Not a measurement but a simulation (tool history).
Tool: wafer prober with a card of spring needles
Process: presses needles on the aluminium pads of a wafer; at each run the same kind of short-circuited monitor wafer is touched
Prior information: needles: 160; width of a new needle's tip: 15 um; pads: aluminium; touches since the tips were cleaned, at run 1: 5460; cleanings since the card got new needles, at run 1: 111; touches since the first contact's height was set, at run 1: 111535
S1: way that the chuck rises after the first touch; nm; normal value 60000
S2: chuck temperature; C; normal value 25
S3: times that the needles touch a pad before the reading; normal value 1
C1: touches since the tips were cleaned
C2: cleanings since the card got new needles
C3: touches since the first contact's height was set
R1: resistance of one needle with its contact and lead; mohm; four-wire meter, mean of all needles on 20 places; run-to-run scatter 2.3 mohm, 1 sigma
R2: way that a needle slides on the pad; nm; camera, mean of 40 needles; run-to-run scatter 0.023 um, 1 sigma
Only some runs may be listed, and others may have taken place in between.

{"run": 1, "hour": 0.0, "S1": 60000, "S2": 25, "S3": 1, "C1": 5460, "C2": 111, "C3": 111535, "R1": 263, "R2": 16500}
{"hour": 5.9, "done": "tips cleaned on abrasive film"}
{"hour": 31.5, "done": "tips cleaned on abrasive film"}
{"hour": 56.2, "done": "tips cleaned on abrasive film"}
{"run": 2, "hour": 56.2, "S1": 60000, "S2": 25, "S3": 1, "C1": 0, "C2": 114, "C3": 127413, "R1": 262, "R2": 16510}
{"hour": 80.9, "done": "tips cleaned on abrasive film"}
{"hour": 105.6, "done": "tips cleaned on abrasive film"}
{"run": 3, "hour": 115.3, "S1": 52000, "S2": 25, "S3": 1, "C1": 2752, "C2": 116, "C3": 144141, "R1": 261, "R2": 14290}
{"hour": 129.8, "done": "tips cleaned on abrasive film"}
{"hour": 154.8, "done": "tips cleaned on abrasive film"}
{"hour": 182.2, "done": "tips cleaned on abrasive film"}
{"run": 4, "hour": 183.9, "S1": 52000, "S2": 25, "S3": 1, "C1": 483, "C2": 119, "C3": 163532, "R1": 264, "R2": 14260}
{"hour": 209.7, "done": "tips cleaned on abrasive film"}
{"run": 5, "hour": 217.9, "S1": 60000, "S2": 25, "S3": 1, "C1": 2315, "C2": 120, "C3": 173156, "R1": 265, "R2": 16490}
{"hour": 236.8, "done": "tips cleaned on abrasive film"}
{"hour": 249.9, "done": "height of the first contact set anew"}
{"hour": 261.6, "done": "tips cleaned on abrasive film"}
{"run": 6, "hour": 279.9, "S1": 60000, "S2": 25, "S3": 1, "C1": 5198, "C2": 122, "C3": 8513, "R1": 264, "R2": 16440}
{"hour": 290.1, "done": "tips cleaned on abrasive film"}
{"hour": 319.2, "done": "tips cleaned on abrasive film"}
{"hour": 344.5, "done": "tips cleaned on abrasive film"}
{"run": 7, "hour": 346.2, "S1": 60000, "S2": 25, "S3": 1, "C1": 493, "C2": 125, "C3": 27251, "R1": 262, "R2": 16470}
{"hour": 370.0, "done": "tips cleaned on abrasive film"}
{"hour": 394.3, "done": "tips cleaned on abrasive film"}
{"run": 8, "hour": 401.5, "S1": 60000, "S2": 25, "S3": 1, "C1": 2053, "C2": 127, "C3": 42889, "R1": 260, "R2": 16460}
{"hour": 421.1, "done": "tips cleaned on abrasive film"}
{"hour": 445.3, "done": "tips cleaned on abrasive film"}
{"run": 9, "hour": 445.3, "S1": 60000, "S2": 25, "S3": 2, "C1": 0, "C2": 129, "C3": 55279, "R1": 261, "R2": 16440}
{"hour": 471.3, "done": "tips cleaned on abrasive film"}
{"hour": 499.8, "done": "tips cleaned on abrasive film"}
{"run": 10, "hour": 506.6, "S1": 60000, "S2": 25, "S3": 2, "C1": 1926, "C2": 131, "C3": 72620, "R1": 258, "R2": 16490}
{"hour": 525.8, "done": "tips cleaned on abrasive film"}
{"hour": 551.5, "done": "tips cleaned on abrasive film"}
{"run": 11, "hour": 572.6, "S1": 60000, "S2": 31, "S3": 2, "C1": 5966, "C2": 133, "C3": 91304, "R1": 263, "R2": 16490}
{"hour": 576.6, "done": "tips cleaned on abrasive film"}
{"hour": 602.3, "done": "tips cleaned on abrasive film"}
{"hour": 628.0, "done": "tips cleaned on abrasive film"}
{"run": 12, "hour": 645.2, "S1": 60000, "S2": 31, "S3": 2, "C1": 4885, "C2": 136, "C3": 111853, "R1": 266, "R2": 16510}
{"hour": 655.9, "done": "tips cleaned on abrasive film"}
{"hour": 682.4, "done": "tips cleaned on abrasive film"}
{"run": 13, "hour": 696.6, "S1": 60000, "S2": 31, "S3": 2, "C1": 4017, "C2": 138, "C3": 126380, "R1": 264, "R2": 16480}
{"hour": 706.7, "done": "tips cleaned on abrasive film"}
{"hour": 732.6, "done": "tips cleaned on abrasive film"}
{"run": 14, "hour": 732.6, "S1": 60000, "S2": 31, "S3": 2, "C1": 0, "C2": 140, "C3": 136571, "R1": 267, "R2": 16430}
{"hour": 760.5, "done": "tips cleaned on abrasive film"}
{"hour": 788.2, "done": "tips cleaned on abrasive film"}
{"run": 15, "hour": 791.6, "S1": 60000, "S2": 31, "S3": 2, "C1": 985, "C2": 142, "C3": 153266, "R1": 263, "R2": 16460}
{"hour": 812.9, "done": "tips cleaned on abrasive film"}
{"hour": 840.3, "done": "tips cleaned on abrasive film"}
{"run": 16, "hour": 843.8, "S1": 60000, "S2": 31, "S3": 2, "C1": 999, "C2": 144, "C3": 168023, "R1": 266, "R2": 16450}
{"hour": 866.2, "done": "tips cleaned on abrasive film"}
{"run": 17, "hour": 883.5, "S1": 72000, "S2": 25, "S3": 2, "C1": 4905, "C2": 145, "C3": 179273, "R1": 263, "R2": 19810}
{"hour": 892.1, "done": "tips cleaned on abrasive film"}
{"hour": 896.9, "done": "height of the first contact set anew"}
{"hour": 920.4, "done": "tips cleaned on abrasive film"}
{"run": 18, "hour": 939.8, "S1": 72000, "S2": 25, "S3": 2, "C1": 5516, "C2": 147, "C3": 12142, "R1": 261, "R2": 19790}
{"hour": 949.5, "done": "tips cleaned on abrasive film"}
{"hour": 977.3, "done": "tips cleaned on abrasive film"}
{"run": 19, "hour": 988.5, "S1": 43000, "S2": 35, "S3": 2, "C1": 3166, "C2": 149, "C3": 25911, "R1": 265, "R2": 11800}
{"hour": 1002.1, "done": "tips cleaned on abrasive film"}
{"hour": 1027.2, "done": "tips cleaned on abrasive film"}
{"hour": 1051.4, "done": "tips cleaned on abrasive film"}
{"run": 20, "hour": 1055.6, "S1": 44000, "S2": 46, "S3": 2, "C1": 1215, "C2": 152, "C3": 44905, "R1": 273, "R2": 12070}
{"hour": 1076.6, "done": "tips cleaned on abrasive film"}
{"run": 21, "hour": 1097.9, "S1": 60000, "S2": 34, "S3": 1, "C1": 6065, "C2": 153, "C3": 56890, "R1": 267, "R2": 16430}
{"hour": 1103.9, "done": "tips cleaned on abrasive film"}
{"hour": 1130.4, "done": "tips cleaned on abrasive film"}
{"hour": 1154.6, "done": "tips cleaned on abrasive film"}
{"run": 22, "hour": 1164.7, "S1": 54000, "S2": 25, "S3": 1, "C1": 2873, "C2": 156, "C3": 75777, "R1": 264, "R2": 14880}
{"hour": 1178.6, "done": "tips cleaned on abrasive film"}
{"hour": 1204.5, "done": "tips cleaned on abrasive film"}
{"run": 23, "hour": 1221.4, "S1": 75000, "S2": 77, "S3": 3, "C1": 4801, "C2": 158, "C3": 91802, "R1": 276, "R2": 20600}
{"hour": 1231.7, "done": "tips cleaned on abrasive film"}
{"hour": 1255.9, "done": "tips cleaned on abrasive film"}
{"hour": 1279.9, "done": "tips cleaned on abrasive film"}
{"run": 24, "hour": 1279.9, "S1": 63000, "S2": 69, "S3": 3, "C1": 0, "C2": 161, "C3": 108345, "R1": 274, "R2": 17290}
{"hour": 1305.6, "done": "tips cleaned on abrasive film"}
{"hour": 1330.7, "done": "tips cleaned on abrasive film"}
{"run": 25, "hour": 1339.8, "S1": 63000, "S2": 69, "S3": 3, "C1": 2600, "C2": 163, "C3": 125303, "R1": 272, "R2": 17270}
{"hour": 1356.5, "done": "tips cleaned on abrasive film"}
{"hour": 1380.3, "done": "tips cleaned on abrasive film"}
{"hour": 1404.7, "done": "tips cleaned on abrasive film"}
{"run": 26, "hour": 1405.8, "S1": 63000, "S2": 69, "S3": 3, "C1": 322, "C2": 166, "C3": 143958, "R1": 272, "R2": 17280}
{"hour": 1428.9, "done": "tips cleaned on abrasive film"}
{"run": 27, "hour": 1440.1, "S1": 63000, "S2": 69, "S3": 3, "C1": 3190, "C2": 167, "C3": 153675, "R1": 274, "R2": 17290}
{"hour": 1453.9, "done": "tips cleaned on abrasive film"}
{"hour": 1483.1, "done": "tips cleaned on abrasive film"}
{"run": 28, "hour": 1488.4, "S1": 60000, "S2": 34, "S3": 1, "C1": 1496, "C2": 169, "C3": 167324, "R1": 266, "R2": 16470}
{"hour": 1507.2, "done": "tips cleaned on abrasive film"}
{"hour": 1533.9, "done": "tips cleaned on abrasive film"}
{"run": 29, "hour": 1534.6, "S1": 60000, "S2": 42, "S3": 1, "C1": 203, "C2": 171, "C3": 180395, "R1": 271, "R2": 16450}

Each row is a separate what-if for the run after 29, all from the same tool condition, not one after another. Results?
{"hour": 1545.5, "done": "height of the first contact set anew"}
{"hour": 1559.6, "done": "tips cleaned on abrasive film"}
{"run": "A", "hour": 1570.7, "S1": 74000, "S2": 42, "S3": 1, "C1": 3157, "C2": 172, "C3": 7122, "R1": "?", "R2": "?"}
{"hour": 1545.5, "done": "height of the first contact set anew"}
{"hour": 1559.6, "done": "tips cleaned on abrasive film"}
{"run": "B", "hour": 1570.7, "S1": 60000, "S2": 61, "S3": 1, "C1": 3157, "C2": 172, "C3": 7122, "R1": "?", "R2": "?"}
{"hour": 1545.5, "done": "height of the first contact set anew"}
{"hour": 1559.6, "done": "tips cleaned on abrasive film"}
{"run": "C", "hour": 1570.7, "S1": 56000, "S2": 64, "S3": 3, "C1": 3157, "C2": 172, "C3": 7122, "R1": "?", "R2": "?"}

run=A R1=266 R2=20330
run=B R1=272 R2=16520
run=C R1=272 R2=15330
With no hidden state in the tool, these same runs would have given:
run=A R1=266 R2=20330
run=B R1=271 R2=16520
run=C R1=272 R2=15330
